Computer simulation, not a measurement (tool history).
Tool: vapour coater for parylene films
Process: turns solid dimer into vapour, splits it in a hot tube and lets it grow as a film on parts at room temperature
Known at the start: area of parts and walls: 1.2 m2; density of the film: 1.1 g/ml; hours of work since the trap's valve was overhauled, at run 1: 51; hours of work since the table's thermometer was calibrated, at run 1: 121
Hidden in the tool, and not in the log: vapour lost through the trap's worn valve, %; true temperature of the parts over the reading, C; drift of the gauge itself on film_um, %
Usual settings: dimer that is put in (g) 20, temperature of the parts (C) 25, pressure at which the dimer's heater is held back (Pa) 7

run,day,dimer that is put in (g),temperature of the parts (C),pressure at which the dimer's heater is held back (Pa),hours of work since the trap's valve was overhauled,hours of work since the table's thermometer was calibrated,thickness of the film (um)
1,0,20,25,7,51,121,9.83
2,1.521,20,25,7,73,143,9.91
3,2.708,20,25,7,90,160,9.77
4,4.046,20,25,7,110,180,9.72
5,6,20,25,7,138,208,9.61
6,7.179,21,25,7,155,225,9.98
7,9.171,21,25,7,184,254,10.05
8,11.742,21,25,7,221,291,9.92
9,13.754,9,25,7,250,320,4.21
10,15.054,9,25,7,269,339,4.22
11,16.421,9,25,7,289,359,4.2
12,18.496,12,25,7,319,389,5.43
13,20.071,21,25,7,342,412,9.49
14,22.079,21,25,7,371,441,9.52
# day 22.238: table's thermometer calibrated
15,23.333,21,25,7,388,16,9.19
16,24.829,21,25,7,410,38,9.26
# day 26.512: trap's valve overhauled
17,27.167,20,25,11.02,9,69,9.17
18,28.454,20,25,7,28,88,9.89
19,30.846,20,25,7,63,122,9.67
20,32.942,20,25,7,93,153,9.55
# day 35.392: table's thermometer calibrated, once more
21,35.642,20,25,7,132,4,9.66
22,36.962,20,25,7,151,23,9.72
23,38.512,20,25,7,173,45,9.42
24,40.717,8,18,5.43,205,77,4.95
25,42.829,20,25,8.35,236,108,9.21
26,44.975,8,23,4.56,267,139,4.17
27,46.408,20,19,2.65,288,160,13.02
28,48.742,20,25,4.24,322,194,9.81
29,51.392,9,20,5.13,360,232,5.03
30,52.871,9,20,5.13,381,253,4.89
31,54.583,9,20,5.13,406,278,4.85
32,55.704,9,29,2.86,422,294,3.92
# day 56.458: trap's valve overhauled
33,58.15,10,29,2.86,24,327,4.92
34,60.021,10,29,2.86,52,355,4.91
35,62.642,25,29,2.86,90,393,12.06
36,65.317,11,20,2.86,128,431,7
37,66.9,11,20,6.02,151,454,6.24
38,69.396,20,25,7.81,187,490,9.21
39,71.912,20,25,7.81,224,527,9.05
40,74.367,9,27,7.81,260,562,3.73
41,76.321,9,27,7.81,288,591,3.77
42,78.258,21,27,2.02,316,619,10.62
43,79.733,21,27,2.02,337,640,10.35
44,81.483,21,27,2.02,363,666,10.47
45,83.021,20,25,4.58,385,688,9.28
46,85.025,19,25,4.08,414,717,8.93

The same runs without the tool's hidden state, with the same run-to-run variation:
run,thickness of the film (um)
1,9.94
2,10.09
3,10
4,10.01
5,9.99
6,10.42
7,10.6
8,10.59
9,4.53
10,4.57
11,4.58
12,5.98
13,10.54
14,10.67
15,10.38
16,10.54
17,9.33
18,10.11
19,9.99
20,9.96
21,10.02
22,10.14
23,9.9
24,5.25
25,9.87
26,4.52
27,14.21
28,10.83
29,5.62
30,5.51
31,5.52
32,4.48
33,5.02
34,5.06
35,12.55
36,7.37
37,6.61
38,9.89
39,9.83
40,4.1
41,4.18
42,11.88
43,11.66
44,11.9
45,10.62
46,10.31

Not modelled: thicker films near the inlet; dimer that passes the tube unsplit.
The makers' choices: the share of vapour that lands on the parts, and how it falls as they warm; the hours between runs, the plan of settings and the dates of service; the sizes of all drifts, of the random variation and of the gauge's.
